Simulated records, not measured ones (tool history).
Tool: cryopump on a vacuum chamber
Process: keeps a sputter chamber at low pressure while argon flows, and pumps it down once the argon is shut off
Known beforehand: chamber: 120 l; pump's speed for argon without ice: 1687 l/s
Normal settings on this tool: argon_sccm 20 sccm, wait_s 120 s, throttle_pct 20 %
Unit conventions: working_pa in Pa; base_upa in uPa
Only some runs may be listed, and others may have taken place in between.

run,hour,argon_sccm,wait_s,throttle_pct,working_pa,base_upa
1,0.0,20,120,20,0.1016,3.02
2,19.2,20,120,20,0.1010,3.07
3,48.6,20,120,20,0.1009,3.17
4,84.1,20,188,20,0.1014,3.08
5,104.5,20,188,20,0.1027,3.13
6,137.7,20,22,20,0.1045,6.10
# hour 158.5: leaking fittings of the chamber tightened, without venting
7,171.7,20,22,20,0.1028,3.74
8,194.7,20,22,20,0.1040,3.71
9,210.7,20,22,20,0.1036,3.70
10,243.2,20,64,20,0.1044,1.54
11,258.8,12,120,20,0.0632,0.97
12,279.9,12,120,20,0.0621,1.03
13,299.1,12,120,20,0.0625,1.11
14,330.9,20,120,44,0.0512,1.16
15,346.8,20,120,25,0.0849,1.21
16,365.5,20,120,58,0.0406,1.24
17,395.6,20,120,58,0.0401,1.27
18,424.2,20,120,58,0.0405,1.30
19,440.9,8,120,16,0.0527,1.33
20,466.2,10,43,51,0.0231,2.56
21,501.8,10,43,51,0.0237,2.58

Estimate the outcome of run 22 from the log above:
22,520.1,12,67,21,?,?

working_pa: 0.0616 Pa
base_upa: 2.09 uPa
Take away the tool's hidden state, keep the run-to-run variation as it was, and the same run would have given working_pa 0.0568 Pa, base_upa 1.33 uPa.

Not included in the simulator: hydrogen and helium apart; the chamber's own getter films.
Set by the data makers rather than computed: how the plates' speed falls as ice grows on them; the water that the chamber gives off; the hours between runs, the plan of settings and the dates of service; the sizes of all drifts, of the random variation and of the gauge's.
